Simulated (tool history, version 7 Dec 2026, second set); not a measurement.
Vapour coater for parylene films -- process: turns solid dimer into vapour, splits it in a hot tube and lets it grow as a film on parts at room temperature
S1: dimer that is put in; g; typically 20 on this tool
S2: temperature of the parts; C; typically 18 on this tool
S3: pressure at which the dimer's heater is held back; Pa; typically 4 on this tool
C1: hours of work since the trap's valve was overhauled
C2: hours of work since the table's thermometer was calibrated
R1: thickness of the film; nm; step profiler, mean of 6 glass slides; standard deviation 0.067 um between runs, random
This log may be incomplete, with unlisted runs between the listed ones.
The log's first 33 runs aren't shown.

run 34 hour=559.1 | S1=24 S2=11 S3=4 | C1=75 C2=630 | R1=10860
run 35 hour=568.5 | S1=20 S2=10 S3=9.04 | C1=81 C2=635 | R1=8860
run 36 hour=581 | S1=20 S2=14 S3=2.64 | C1=89 C2=643 | R1=8770
run 37 hour=601.2 | S1=34 S2=13 S3=8.66 | C1=102 C2=656 | R1=14380
run 38 hour=620 | S1=34 S2=13 S3=8.66 | C1=114 C2=668 | R1=14340
run 39 hour=634.2 | S1=34 S2=13 S3=8.66 | C1=122 C2=677 | R1=14200
run 40 hour=644.3 | S1=14 S2=13 S3=2.25 | C1=129 C2=683 | R1=6410
run 41 hour=665.7 | S1=36 S2=18 S3=5.79 | C1=142 C2=696 | R1=14000
run 42 hour=682.4 | S1=36 S2=18 S3=5.79 | C1=153 C2=707 | R1=13840
run 43 hour=699.3 | S1=14 S2=20 S3=9.39 | C1=163 C2=717 | R1=4980
run 44 hour=716.1 | S1=11 S2=18 S3=11.06 | C1=174 C2=728 | R1=4140
run 45 hour=733.3 | S1=11 S2=18 S3=11.06 | C1=185 C2=739 | R1=4070
run 46 hour=753.3 | S1=30 S2=18 S3=2.11 | C1=197 C2=751 | R1=12480
run 47 hour=765 | S1=30 S2=18 S3=2.11 | C1=204 C2=758 | R1=12450
run 48 hour=781.9 | S1=16 S2=18 S3=4.97 | C1=215 C2=769 | R1=6290

Below are 3 alternative next runs, each starting from the tool's condition after run 48. Predict each:
run A hour=795.3 | S1=13 S2=24 S3=9.32 | C1=223 C2=777 | R1=?
run B hour=795.3 | S1=15 S2=29 S3=8.35 | C1=223 C2=777 | R1=?
run C hour=795.3 | S1=18 S2=19 S3=5.97 | C1=223 C2=777 | R1=?

run=A R1=4290
run=B R1=4530
run=C R1=6720
Without the tool's hidden state the same runs would have given:
run=A R1=4300
run=B R1=4550
run=C R1=6740
